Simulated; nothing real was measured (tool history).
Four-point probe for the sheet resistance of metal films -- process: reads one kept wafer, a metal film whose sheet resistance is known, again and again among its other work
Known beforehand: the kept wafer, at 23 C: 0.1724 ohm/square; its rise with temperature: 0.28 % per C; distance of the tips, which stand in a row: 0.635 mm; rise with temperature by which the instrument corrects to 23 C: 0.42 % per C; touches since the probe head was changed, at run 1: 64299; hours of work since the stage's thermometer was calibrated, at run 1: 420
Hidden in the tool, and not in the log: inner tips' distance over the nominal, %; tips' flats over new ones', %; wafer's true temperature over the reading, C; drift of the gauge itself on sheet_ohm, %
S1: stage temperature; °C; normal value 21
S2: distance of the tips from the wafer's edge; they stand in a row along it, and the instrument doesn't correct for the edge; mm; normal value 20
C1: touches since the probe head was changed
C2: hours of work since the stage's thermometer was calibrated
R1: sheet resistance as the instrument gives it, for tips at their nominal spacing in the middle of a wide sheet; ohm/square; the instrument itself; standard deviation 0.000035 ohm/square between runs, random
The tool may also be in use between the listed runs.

run,hour,S1,S2,C1,C2,R1
1,0.0,21,20,64299,420,0.172888
2,15.0,21,20,64945,428,0.172972
3,30.3,21,20,65609,436,0.172942
4,39.7,21,20,66014,442,0.172954
5,52.9,21,20,66583,449,0.172920
6,61.3,21,10,66949,453,0.173206
7,79.5,19,17,67734,463,0.173460
8,98.9,21,17,68574,474,0.173034
9,107.3,28,59,68934,479,0.171306
10,116.8,33,15,69347,484,0.170340

What if the next run were any one of these 3? Each begins from the tool's condition after run 10:
A,125.0,19,69,69702,489,?
B,125.0,26,14,69702,489,?
C,125.0,19,15,69702,489,?

run,R1
A,0.173314
B,0.171897
C,0.173524
The same runs, with their run-to-run variation unchanged, on a tool lacking any hidden condition would have given:
run,R1
A,0.173337
B,0.171920
C,0.173548
